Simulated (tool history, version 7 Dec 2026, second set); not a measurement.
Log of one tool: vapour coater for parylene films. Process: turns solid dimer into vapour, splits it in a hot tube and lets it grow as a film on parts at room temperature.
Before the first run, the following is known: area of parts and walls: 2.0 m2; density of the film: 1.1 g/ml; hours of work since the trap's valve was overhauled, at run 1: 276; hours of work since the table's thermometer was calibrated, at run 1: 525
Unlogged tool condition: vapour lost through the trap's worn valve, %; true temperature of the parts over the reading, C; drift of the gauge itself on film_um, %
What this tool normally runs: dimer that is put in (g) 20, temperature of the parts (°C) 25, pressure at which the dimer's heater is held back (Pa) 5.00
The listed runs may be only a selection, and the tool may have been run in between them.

run,hour,dimer that is put in (g),temperature of the parts (°C),pressure at which the dimer's heater is held back (Pa),hours of work since the trap's valve was overhauled,hours of work since the table's thermometer was calibrated,thickness of the film (um)
1,0.0,20,25,5.00,276,525,4.24
2,27.6,20,27,5.00,290,539,3.93
3,55.4,20,25,6.55,304,553,4.07
4,113.5,20,25,6.55,333,582,4.09
5,143.8,20,25,2.84,349,597,4.36
6,169.6,20,26,2.84,361,610,4.16
7,222.3,10,26,7.95,388,637,1.94
8,281.3,20,25,2.31,418,667,4.42
9,323.4,10,34,6.10,439,688,1.49
10,357.2,10,34,6.10,456,705,1.49

Had the tool no unlogged condition, and each run kept its random variation, what would the results have been?
run,thickness of the film (um)
1,4.36
2,4.05
3,4.20
4,4.22
5,4.51
6,4.31
7,2.01
8,4.60
9,1.56
10,1.56
